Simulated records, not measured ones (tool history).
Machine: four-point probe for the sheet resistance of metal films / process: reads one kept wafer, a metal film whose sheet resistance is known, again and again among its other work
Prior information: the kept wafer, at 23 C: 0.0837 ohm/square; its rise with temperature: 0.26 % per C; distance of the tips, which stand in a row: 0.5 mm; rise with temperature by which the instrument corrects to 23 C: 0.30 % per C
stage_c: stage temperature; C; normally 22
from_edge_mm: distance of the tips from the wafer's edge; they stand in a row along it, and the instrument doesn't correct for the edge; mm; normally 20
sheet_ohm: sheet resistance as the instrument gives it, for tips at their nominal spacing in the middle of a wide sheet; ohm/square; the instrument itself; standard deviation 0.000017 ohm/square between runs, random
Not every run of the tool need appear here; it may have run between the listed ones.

run	hour	stage_c	from_edge_mm	sheet_ohm
1	0.0	22	20	0.083767
2	16.8	23	20	0.083756
3	37.8	23	20	0.083750
4	54.9	19	20	0.083889
5	79.6	18	20	0.083904
6	95.0	18	20	0.083926
7	109.8	18	20	0.083910
8	126.5	22	29	0.083777
9	143.0	22	29	0.083735
10	159.4	22	29	0.083760
11	174.2	22	29	0.083779
12	201.6	27	20	0.083572
13	217.6	27	20	0.083576
14	231.1	22	66	0.083702
15	245.4	22	23	0.083744
16	260.7	22	4	0.084418
17	274.7	32	43	0.083379
18	285.9	32	43	0.083377
19	312.4	29	59	0.083499
20	324.1	29	59	0.083447
21	343.5	29	59	0.083477
22	365.1	29	59	0.083478
23	381.5	22	5	0.084186
24	394.7	25	4	0.084347
25	406.1	22	70	0.083749
26	431.0	22	70	0.083728
27	442.8	18	20	0.083901
28	459.5	31	32	0.083427
29	486.6	31	32	0.083394

Here are 5 independent what-if runs from the current tool condition. What would each one return?
A	507.7	21	5	?
B	507.7	20	35	?
C	507.7	24	10	?
D	507.7	32	61	?
E	507.7	21	60	?

run	sheet_ohm
A	0.084198
B	0.083794
C	0.083761
D	0.083367
E	0.083760
Take away the tool's hidden state, keep each run's random variation, and the runs would have read:
run	sheet_ohm
A	0.084201
B	0.083798
C	0.083764
D	0.083370
E	0.083763
